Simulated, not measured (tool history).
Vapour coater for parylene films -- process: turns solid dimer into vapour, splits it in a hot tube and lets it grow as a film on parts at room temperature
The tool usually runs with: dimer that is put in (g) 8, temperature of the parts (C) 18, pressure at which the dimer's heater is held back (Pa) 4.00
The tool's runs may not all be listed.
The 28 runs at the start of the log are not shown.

| run | hour | dimer that is put in (g) | temperature of the parts (C) | pressure at which the dimer's heater is held back (Pa) | thickness of the film (µm) |
|---|---|---|---|---|---|
| 29 | 1385.5 | 10 | 28 | 2.89 | 4.61 |
|  | 1417.2 | trap's valve overhauled |
| 30 | 1460.4 | 10 | 28 | 5.67 | 4.34 |
| 31 | 1492.7 | 10 | 28 | 5.67 | 4.39 |
| 32 | 1541.5 | 10 | 28 | 5.67 | 4.42 |
| 33 | 1592.2 | 10 | 28 | 5.67 | 4.36 |
| 34 | 1635.4 | 8 | 19 | 2.43 | 4.96 |
| 35 | 1687.0 | 11 | 12 | 6.48 | 7.86 |
| 36 | 1729.4 | 4 | 30 | 5.39 | 1.62 |
| 37 | 1796.1 | 7 | 10 | 4.00 | 5.20 |
| 38 | 1856.1 | 7 | 10 | 4.00 | 5.15 |
| 39 | 1894.4 | 8 | 24 | 6.92 | 3.92 |
| 40 | 1959.9 | 4 | 26 | 2.51 | 1.98 |

Below are 5 alternative next runs, each starting from the tool's condition after run 40. Predict each:
| A | 1998.0 | 6 | 12 | 3.17 | ? |
| B | 1998.0 | 4 | 27 | 2.51 | ? |
| C | 1998.0 | 6 | 30 | 5.36 | ? |
| D | 1998.0 | 13 | 21 | 2.62 | ? |
| E | 1998.0 | 4 | 18 | 2.36 | ? |

| run | thickness of the film (µm) |
|---|---|
| A | 4.43 |
| B | 1.92 |
| C | 2.44 |
| D | 7.51 |
| E | 2.53 |
With the hidden condition removed and each run's random variation left untouched, the same runs would have given:
| run | thickness of the film (µm) |
|---|---|
| A | 4.44 |
| B | 1.93 |
| C | 2.44 |
| D | 7.53 |
| E | 2.54 |
